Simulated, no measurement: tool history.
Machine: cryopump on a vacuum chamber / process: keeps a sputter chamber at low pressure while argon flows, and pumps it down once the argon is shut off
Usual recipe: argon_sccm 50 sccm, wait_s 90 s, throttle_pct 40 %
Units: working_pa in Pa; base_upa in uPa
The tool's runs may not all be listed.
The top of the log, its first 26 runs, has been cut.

| run | hour | argon_sccm | wait_s | throttle_pct | hours of work since the pump was warmed up and emptied | hours of work since the cold head was overhauled | hours of work since the chamber's fittings were tightened | working_pa | base_upa |
|---|---|---|---|---|---|---|---|---|---|
| 27 | 2060.4 | 22 | 90 | 32 | 360 | 2248 | 1492 | 0.0952 | 1.99 |
| 28 | 2112.9 | 24 | 90 | 27 | 393 | 2282 | 1526 | 0.1222 | 2.05 |
| 29 | 2209.7 | 24 | 90 | 27 | 455 | 2344 | 1588 | 0.1225 | 2.05 |
| 30 | 2305.6 | 24 | 90 | 27 | 517 | 2406 | 1649 | 0.1243 | 2.16 |
| 31 | 2357.2 | 29 | 65 | 40 | 550 | 2439 | 1683 | 0.1028 | 2.55 |
| 32 | 2415.7 | 54 | 40 | 25 | 588 | 2476 | 1720 | 0.3001 | 3.29 |
|  | 2463.3 | leaking fittings of the chamber tightened, without venting |
| 33 | 2523.7 | 85 | 146 | 32 | 656 | 2545 | 39 | 0.3831 | 1.02 |
| 34 | 2621.1 | 61 | 71 | 43 | 718 | 2607 | 101 | 0.2140 | 1.65 |
| 35 | 2700.8 | 50 | 90 | 22 | 770 | 2658 | 153 | 0.3209 | 1.45 |

Consider 3 possible next runs. They are alternatives, not a sequence: every one starts from the tool as it was left by run 35. What does each give?
| A | 2800.2 | 59 | 104 | 43 | 834 | 2722 | 216 | ? | ? |
| B | 2800.2 | 27 | 26 | 40 | 834 | 2722 | 216 | ? | ? |
| C | 2800.2 | 39 | 244 | 22 | 834 | 2722 | 216 | ? | ? |

| run | working_pa | base_upa |
|---|---|---|
| A | 0.2115 | 1.38 |
| B | 0.1036 | 3.73 |
| C | 0.2524 | 0.88 |
Without the tool's hidden state the same runs would have given:
| run | working_pa | base_upa |
|---|---|---|
| A | 0.1801 | 1.03 |
| B | 0.0892 | 3.39 |
| C | 0.2317 | 0.54 |
